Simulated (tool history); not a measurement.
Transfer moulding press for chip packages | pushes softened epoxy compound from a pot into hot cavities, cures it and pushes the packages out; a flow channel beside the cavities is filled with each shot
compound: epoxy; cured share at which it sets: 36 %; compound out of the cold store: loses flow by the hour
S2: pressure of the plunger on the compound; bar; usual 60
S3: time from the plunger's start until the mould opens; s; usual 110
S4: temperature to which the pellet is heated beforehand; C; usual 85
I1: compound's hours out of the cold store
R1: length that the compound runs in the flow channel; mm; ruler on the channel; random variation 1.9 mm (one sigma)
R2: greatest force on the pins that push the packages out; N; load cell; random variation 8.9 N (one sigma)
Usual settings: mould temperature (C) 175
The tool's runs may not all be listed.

{"run": 1, "hour": 0.0, "mould temperature (C)": 175, "S2": 60, "S3": 110, "S4": 85, "I1": 44.2, "R1": 474, "R2": 558}
{"run": 2, "hour": 7.5, "mould temperature (C)": 175, "S2": 60, "S3": 104, "S4": 85, "I1": 46.3, "R1": 468, "R2": 641}
{"run": 3, "hour": 12.4, "mould temperature (C)": 175, "S2": 60, "S3": 104, "S4": 85, "I1": 33.2, "R1": 504, "R2": 673}
{"run": 4, "hour": 19.3, "mould temperature (C)": 175, "S2": 60, "S3": 104, "S4": 85, "I1": 39.9, "R1": 482, "R2": 695}
{"run": 5, "hour": 23.6, "mould temperature (C)": 175, "S2": 60, "S3": 104, "S4": 85, "I1": 37.6, "R1": 489, "R2": 699}
{"run": 6, "hour": 30.2, "mould temperature (C)": 175, "S2": 60, "S3": 110, "S4": 85, "I1": 21.1, "R1": 539, "R2": 418}
{"run": 7, "hour": 34.0, "mould temperature (C)": 168, "S2": 60, "S3": 110, "S4": 85, "I1": 8.9, "R1": 599, "R2": 701}
{"run": 8, "hour": 39.0, "mould temperature (C)": 175, "S2": 60, "S3": 110, "S4": 93, "I1": 37.7, "R1": 489, "R2": 448}
{"run": 9, "hour": 45.9, "mould temperature (C)": 175, "S2": 60, "S3": 110, "S4": 85, "I1": 14.7, "R1": 562, "R2": 503}
{"run": 10, "hour": 54.1, "mould temperature (C)": 175, "S2": 60, "S3": 110, "S4": 85, "I1": 28.2, "R1": 516, "R2": 544}
{"run": 11, "hour": 60.6, "mould temperature (C)": 175, "S2": 60, "S3": 110, "S4": 85, "I1": 32.6, "R1": 499, "R2": 549}
{"run": 12, "hour": 65.8, "mould temperature (C)": 175, "S2": 60, "S3": 110, "S4": 85, "I1": 8.8, "R1": 579, "R2": 604}
{"run": 13, "hour": 71.6, "mould temperature (C)": 175, "S2": 60, "S3": 110, "S4": 85, "I1": 47.9, "R1": 456, "R2": 602}
{"run": 14, "hour": 76.5, "mould temperature (C)": 175, "S2": 60, "S3": 110, "S4": 85, "I1": 43.3, "R1": 471, "R2": 631}
{"run": 15, "hour": 83.0, "mould temperature (C)": 175, "S2": 60, "S3": 110, "S4": 85, "I1": 16.8, "R1": 550, "R2": 697}
{"run": 16, "hour": 91.5, "mould temperature (C)": 175, "S2": 60, "S3": 110, "S4": 85, "I1": 38.7, "R1": 482, "R2": 387}
{"run": 17, "hour": 98.4, "mould temperature (C)": 179, "S2": 60, "S3": 110, "S4": 85, "I1": 44.8, "R1": 458, "R2": 403}
{"run": 18, "hour": 105.4, "mould temperature (C)": 175, "S2": 58.1, "S3": 132, "S4": 85, "I1": 10.3, "R1": 559, "R2": 428}
{"run": 19, "hour": 109.4, "mould temperature (C)": 173, "S2": 58.1, "S3": 132, "S4": 85, "I1": 27.8, "R1": 506, "R2": 471}
{"run": 20, "hour": 115.1, "mould temperature (C)": 173, "S2": 58.1, "S3": 93, "S4": 89, "I1": 38.4, "R1": 479, "R2": 734}
{"run": 21, "hour": 119.9, "mould temperature (C)": 173, "S2": 58.1, "S3": 93, "S4": 89, "I1": 43.4, "R1": 462, "R2": 777}
{"run": 22, "hour": 127.3, "mould temperature (C)": 172, "S2": 49.3, "S3": 110, "S4": 79, "I1": 39.5, "R1": 438, "R2": 657}
{"run": 23, "hour": 133.5, "mould temperature (C)": 172, "S2": 49.3, "S3": 110, "S4": 79, "I1": 12.4, "R1": 514, "R2": 772}
{"run": 24, "hour": 138.0, "mould temperature (C)": 172, "S2": 49.3, "S3": 110, "S4": 79, "I1": 38, "R1": 443, "R2": 710}
{"run": 25, "hour": 146.7, "mould temperature (C)": 172, "S2": 49.3, "S3": 110, "S4": 79, "I1": 25.8, "R1": 472, "R2": 805}
{"run": 26, "hour": 152.8, "mould temperature (C)": 172, "S2": 49.3, "S3": 95, "S4": 84, "I1": 42.4, "R1": 428, "R2": 994}
{"run": 27, "hour": 158.4, "mould temperature (C)": 172, "S2": 49.3, "S3": 95, "S4": 84, "I1": 25.9, "R1": 474, "R2": 626}
{"run": 28, "hour": 163.5, "mould temperature (C)": 172, "S2": 49.3, "S3": 95, "S4": 84, "I1": 36.7, "R1": 443, "R2": 646}
{"run": 29, "hour": 171.3, "mould temperature (C)": 172, "S2": 61.3, "S3": 109, "S4": 84, "I1": 22, "R1": 539, "R2": 555}
{"run": 30, "hour": 176.6, "mould temperature (C)": 178, "S2": 60, "S3": 110, "S4": 75, "I1": 16.6, "R1": 534, "R2": 485}

Not shown: 3 entries that the log had between the listed runs. Between which runs, and how does the tool's hidden state differ before and after?
Between runs 5 and 6: cavities cleaned with cleaning compound and waxed (hour 25.9)
  true mould temperature over the reading, C: -0.19 -> -0.2; pressure that reaches the compound, % of what is set: 91.66 -> 91.51; grip of the stained cavities, % over clean ones': 73.9 -> 8.3
  measured less the result without the state, R1: -21 -> -24 mm; R2: +302 -> +36 N
Between runs 15 and 16: cavities cleaned with cleaning compound and waxed (hour 91)
  pressure that reaches the compound, % of what is set: 89.87 -> 89.67; grip of the stained cavities, % over clean ones': 71 -> 2.9
  measured less the result without the state, R1: -30 -> -26 mm; R2: +294 -> +14 N
Between runs 26 and 27: cavities cleaned with cleaning compound and waxed (hour 156.4)
  pressure that reaches the compound, % of what is set: 87.77 -> 87.65; grip of the stained cavities, % over clean ones': 75.6 -> 5.1
  measured less the result without the state, R1: -28 -> -31 mm; R2: +438 -> +42 N

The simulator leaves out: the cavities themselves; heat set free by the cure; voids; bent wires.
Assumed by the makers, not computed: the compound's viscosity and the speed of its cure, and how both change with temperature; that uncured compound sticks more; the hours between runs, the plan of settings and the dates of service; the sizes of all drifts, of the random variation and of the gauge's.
